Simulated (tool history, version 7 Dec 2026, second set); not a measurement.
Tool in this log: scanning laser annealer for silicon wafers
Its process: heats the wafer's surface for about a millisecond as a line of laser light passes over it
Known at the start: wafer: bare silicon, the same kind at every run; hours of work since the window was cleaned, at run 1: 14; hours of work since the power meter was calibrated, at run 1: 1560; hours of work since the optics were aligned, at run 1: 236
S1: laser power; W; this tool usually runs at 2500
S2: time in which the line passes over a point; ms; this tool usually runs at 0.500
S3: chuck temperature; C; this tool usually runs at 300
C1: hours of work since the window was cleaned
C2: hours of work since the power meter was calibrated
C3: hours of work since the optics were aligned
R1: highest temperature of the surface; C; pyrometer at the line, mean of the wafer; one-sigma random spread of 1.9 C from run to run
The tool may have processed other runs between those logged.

run 1 day=0.000 | S1=2500 S2=0.500 S3=300 | C1=14 C2=1560 C3=236 | R1=1128
run 2 day=3.200 | S1=2500 S2=0.500 S3=300 | C1=65 C2=1611 C3=286 | R1=1130
run 3 day=4.771 | S1=2500 S2=0.500 S3=300 | C1=90 C2=1636 C3=311 | R1=1126
run 4 day=6.379 | S1=2500 S2=0.500 S3=283 | C1=115 C2=1661 C3=336 | R1=1112
run 5 day=9.242 | S1=2500 S2=0.500 S3=283 | C1=160 C2=1706 C3=382 | R1=1114
run 6 day=12.429 | S1=2500 S2=0.468 S3=300 | C1=211 C2=1757 C3=432 | R1=1104
run 7 day=14.279 | S1=2500 S2=0.500 S3=300 | C1=240 C2=1786 C3=461 | R1=1129
run 8 day=17.271 | S1=2500 S2=0.500 S3=300 | C1=287 C2=1833 C3=509 | R1=1127
run 9 day=20.404 | S1=2500 S2=0.370 S3=326 | C1=337 C2=1883 C3=558 | R1=1052
run 10 day=22.921 | S1=2497 S2=0.355 S3=338 | C1=376 C2=1922 C3=598 | R1=1047
run 11 day=24.704 | S1=2179 S2=0.385 S3=295 | C1=405 C2=1950 C3=626 | R1=929
run 12 day=27.288 | S1=2179 S2=0.385 S3=295 | C1=445 C2=1991 C3=667 | R1=925
run 13 day=28.946 | S1=2500 S2=0.532 S3=266 | C1=472 C2=2018 C3=693 | R1=1116
run 14 day=31.267 | S1=2549 S2=0.500 S3=300 | C1=508 C2=2054 C3=730 | R1=1147
run 15 day=32.700 | S1=2707 S2=0.571 S3=300 | C1=531 C2=2077 C3=752 | R1=1258
run 16 day=34.067 | S1=2707 S2=0.571 S3=300 | C1=553 C2=2098 C3=774 | R1=1260

Here are 4 independent what-if runs from the current tool condition. What would each one return?
-- day=34.425 window over the wafer cleaned
-- day=34.633 optics aligned, line set to its width
run A day=37.512 | S1=2338 S2=0.479 S3=263 | C1=46 C2=2148 C3=46 | R1=?
-- day=34.425 window over the wafer cleaned
-- day=34.633 optics aligned, line set to its width
run B day=37.512 | S1=2222 S2=0.505 S3=300 | C1=46 C2=2148 C3=46 | R1=?
-- day=34.425 window over the wafer cleaned
-- day=34.633 optics aligned, line set to its width
run C day=37.512 | S1=2688 S2=0.567 S3=288 | C1=46 C2=2148 C3=46 | R1=?
-- day=34.425 window over the wafer cleaned
-- day=34.633 optics aligned, line set to its width
run D day=37.512 | S1=2500 S2=0.427 S3=300 | C1=46 C2=2148 C3=46 | R1=?

run=A R1=1012
run=B R1=1030
run=C R1=1238
run=D R1=1075
Without the tool's hidden state the same runs would have given:
run=A R1=1012
run=B R1=1030
run=C R1=1238
run=D R1=1075
